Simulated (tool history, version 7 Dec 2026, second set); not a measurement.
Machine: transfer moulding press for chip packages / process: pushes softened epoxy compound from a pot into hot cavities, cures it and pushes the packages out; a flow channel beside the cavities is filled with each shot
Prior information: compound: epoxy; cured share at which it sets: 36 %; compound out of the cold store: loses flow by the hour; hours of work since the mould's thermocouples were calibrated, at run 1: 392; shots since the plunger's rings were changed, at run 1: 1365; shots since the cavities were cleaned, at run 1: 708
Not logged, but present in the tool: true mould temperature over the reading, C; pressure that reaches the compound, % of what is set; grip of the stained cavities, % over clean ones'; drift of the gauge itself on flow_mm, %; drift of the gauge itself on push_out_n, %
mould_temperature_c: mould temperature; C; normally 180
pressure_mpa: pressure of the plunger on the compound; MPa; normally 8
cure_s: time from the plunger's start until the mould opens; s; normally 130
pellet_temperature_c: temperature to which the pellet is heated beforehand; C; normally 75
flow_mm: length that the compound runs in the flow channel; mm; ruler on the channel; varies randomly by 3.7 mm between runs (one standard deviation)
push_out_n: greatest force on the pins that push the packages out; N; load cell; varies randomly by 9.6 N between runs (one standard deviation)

run   hour  mould_temperature_c  pressure_mpa  cure_s  pellet_temperature_c  hours of work since the mould's thermocouples were calibrated  shots since the plunger's rings were changed  shots since the cavities were cleaned  incoming compound's hours out of the cold store  flow_mm  push_out_n
  1      0                  180             8     130                    75                                                            392                                          1365                                    708                                             42.9      563         737
      26.8  -- cavities cleaned with cleaning compound and waxed
  2   35.2                  180             8     130                    75                                                            408                                          1592                                     57                                             21.1      599         490
  3   67.7                  180             8     130                    75                                                            423                                          1810                                    275                                             23.8      597         598
  4  104.8                  180             8     130                    75                                                            441                                          2059                                    524                                             30.3      579         669
  5  133.4                  180             8     130                    75                                                            455                                          2251                                    716                                               26      589         736
  6  154.6                  180             8     130                    75                                                            465                                          2394                                    859                                             23.1      594         752
     160.1  -- cavities cleaned with cleaning compound and waxed
  7  176.5                  180             8     130                    75                                                            474                                          2531                                    110                                             10.1      633         534
  8  201.6                  180             8     130                    75                                                            486                                          2699                                    278                                             15.2      610         607
  9  231.8                  180             8     130                    75                                                            501                                          2902                                    481                                             18.1      597         683
 10  265.8                  180             8     112                    75                                                            517                                          3130                                    709                                             32.3      564         939
     294.8  -- cavities cleaned with cleaning compound and waxed
 11  305.4                  180             8     130                    75                                                            535                                          3387                                     72                                             29.4      566         499
 12  353.1                  186             8     168                    73                                                            558                                          3707                                    392                                             26.5      549         531
 13  378.1                  186             8     168                    73                                                            570                                          3875                                    560                                             23.1      561         577
     391.4  -- plunger's sealing rings changed
 14  402.4                  173          7.09     130                    83                                                            580                                            73                                    706                                             12.2      639        1228
       433  -- cavities cleaned with cleaning compound and waxed
 15    443                  173          7.09     130                    83                                                            599                                           336                                     67                                               39      559         728
 16  472.7                  173          7.09     130                    83                                                            613                                           536                                    267                                              9.5      637         975

Run 17 has not been measured yet. What should we expect?
 17   521                  173          7.09     130                    83                                                            636                                           860                                    591                                             12.9        ?           ?

flow_mm: 619 mm
push_out_n: 1117 N
Had the tool carried no hidden state, the very same run would have given flow_mm 626 mm, push_out_n 658 N.

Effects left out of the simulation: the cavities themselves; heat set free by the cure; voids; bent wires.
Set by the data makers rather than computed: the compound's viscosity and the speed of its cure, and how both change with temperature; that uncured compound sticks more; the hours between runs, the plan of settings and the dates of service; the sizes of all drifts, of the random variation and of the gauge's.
